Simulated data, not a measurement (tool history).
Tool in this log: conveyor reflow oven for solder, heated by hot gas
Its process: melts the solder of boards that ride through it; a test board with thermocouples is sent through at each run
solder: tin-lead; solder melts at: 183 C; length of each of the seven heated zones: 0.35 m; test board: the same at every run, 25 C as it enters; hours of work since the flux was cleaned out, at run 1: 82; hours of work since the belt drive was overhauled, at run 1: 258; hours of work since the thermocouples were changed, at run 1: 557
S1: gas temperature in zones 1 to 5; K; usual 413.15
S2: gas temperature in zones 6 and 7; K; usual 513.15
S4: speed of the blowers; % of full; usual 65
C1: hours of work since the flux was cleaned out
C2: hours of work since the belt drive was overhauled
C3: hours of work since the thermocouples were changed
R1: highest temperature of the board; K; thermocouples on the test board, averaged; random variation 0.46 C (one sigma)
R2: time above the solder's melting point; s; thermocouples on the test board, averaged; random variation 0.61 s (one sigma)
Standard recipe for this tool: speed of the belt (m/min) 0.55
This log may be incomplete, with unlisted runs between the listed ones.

{"run": 1, "hour": 0.0, "S1": 413.15, "S2": 513.15, "speed of the belt (m/min)": 0.55, "S4": 65, "C1": 82, "C2": 258, "C3": 557, "R1": 492.35, "R2": 58.2}
{"run": 2, "hour": 8.2, "S1": 413.15, "S2": 513.15, "speed of the belt (m/min)": 0.55, "S4": 65, "C1": 89, "C2": 265, "C3": 564, "R1": 491.75, "R2": 58}
{"run": 3, "hour": 18.9, "S1": 413.15, "S2": 513.15, "speed of the belt (m/min)": 0.55, "S4": 65, "C1": 97, "C2": 273, "C3": 572, "R1": 491.65, "R2": 58}
{"run": 4, "hour": 27.8, "S1": 406.15, "S2": 513.15, "speed of the belt (m/min)": 0.55, "S4": 65, "C1": 104, "C2": 280, "C3": 579, "R1": 490.35, "R2": 55.2}
{"run": 5, "hour": 32.7, "S1": 406.15, "S2": 513.15, "speed of the belt (m/min)": 0.55, "S4": 65, "C1": 108, "C2": 284, "C3": 583, "R1": 490.25, "R2": 54.3}
{"run": 6, "hour": 39.7, "S1": 406.15, "S2": 513.15, "speed of the belt (m/min)": 0.55, "S4": 65, "C1": 114, "C2": 290, "C3": 589, "R1": 489.95, "R2": 55.4}
{"run": 7, "hour": 51.0, "S1": 406.15, "S2": 513.15, "speed of the belt (m/min)": 0.55, "S4": 65, "C1": 123, "C2": 299, "C3": 598, "R1": 489.65, "R2": 55}
{"hour": 56.8, "done": "flux residue cleaned out of gas plates and filters"}
{"run": 8, "hour": 62.3, "S1": 406.15, "S2": 513.15, "speed of the belt (m/min)": 0.55, "S4": 65, "C1": 4, "C2": 304, "C3": 603, "R1": 489.85, "R2": 54.3}
{"run": 9, "hour": 68.5, "S1": 413.15, "S2": 513.15, "speed of the belt (m/min)": 0.54, "S4": 65, "C1": 9, "C2": 309, "C3": 608, "R1": 491.95, "R2": 58}
{"run": 10, "hour": 75.1, "S1": 413.15, "S2": 518.15, "speed of the belt (m/min)": 0.611, "S4": 73, "C1": 15, "C2": 314, "C3": 613, "R1": 493.85, "R2": 53.1}
{"run": 11, "hour": 86.3, "S1": 417.15, "S2": 518.15, "speed of the belt (m/min)": 0.611, "S4": 76, "C1": 23, "C2": 323, "C3": 622, "R1": 495.55, "R2": 57.2}
{"hour": 99.6, "done": "flux residue cleaned out of gas plates and filters, once more"}
{"run": 12, "hour": 101.5, "S1": 413.15, "S2": 519.15, "speed of the belt (m/min)": 0.55, "S4": 65, "C1": 2, "C2": 331, "C3": 630, "R1": 497.25, "R2": 62.5}
{"run": 13, "hour": 109.9, "S1": 427.15, "S2": 520.15, "speed of the belt (m/min)": 0.632, "S4": 85, "C1": 8, "C2": 338, "C3": 637, "R1": 502.85, "R2": 61.3}
{"run": 14, "hour": 120.9, "S1": 422.15, "S2": 523.15, "speed of the belt (m/min)": 0.452, "S4": 65, "C1": 17, "C2": 346, "C3": 645, "R1": 509.25, "R2": 87.5}
{"run": 15, "hour": 127.1, "S1": 406.15, "S2": 501.15, "speed of the belt (m/min)": 0.464, "S4": 69, "C1": 22, "C2": 351, "C3": 650, "R1": 487.65, "R2": 65.8}
{"run": 16, "hour": 134.8, "S1": 406.15, "S2": 501.15, "speed of the belt (m/min)": 0.464, "S4": 69, "C1": 28, "C2": 357, "C3": 656, "R1": 488.55, "R2": 65.9}
{"run": 17, "hour": 144.5, "S1": 413.15, "S2": 522.15, "speed of the belt (m/min)": 0.55, "S4": 80, "C1": 36, "C2": 365, "C3": 664, "R1": 505.75, "R2": 68}

Some steps in R1, run to run, broken into two amounts with sign: the step expected even without the hidden condition (settings, incoming material, random variation), and the rest, left for the hidden condition together with whatever gauge scatter is not in both the measured and the hidden-condition-free result:
Hidden state at play: heat that the gas passes to the board, % of a clean oven's; belt's true speed, % of the reading; true gas temperature in zones 6 and 7 over the reading, C; drift of the gauge itself on peak_c, C; drift of the gauge itself on liquid_s, %.
Run 11 -> 12: S1 417.15 -> 413.15, S2 518.15 -> 519.15, speed of the belt (m/min) 0.611 -> 0.55, S4 76 -> 65, flux residue cleaned out of gas plates and filters, once more. R1 +1.7 K: hidden state +2, all else -0.3.
Run 14 -> 15: S1 422.15 -> 406.15, S2 523.15 -> 501.15, speed of the belt (m/min) 0.452 -> 0.464, S4 65 -> 69. R1 -21.6 K: hidden state +0, all else -21.6.

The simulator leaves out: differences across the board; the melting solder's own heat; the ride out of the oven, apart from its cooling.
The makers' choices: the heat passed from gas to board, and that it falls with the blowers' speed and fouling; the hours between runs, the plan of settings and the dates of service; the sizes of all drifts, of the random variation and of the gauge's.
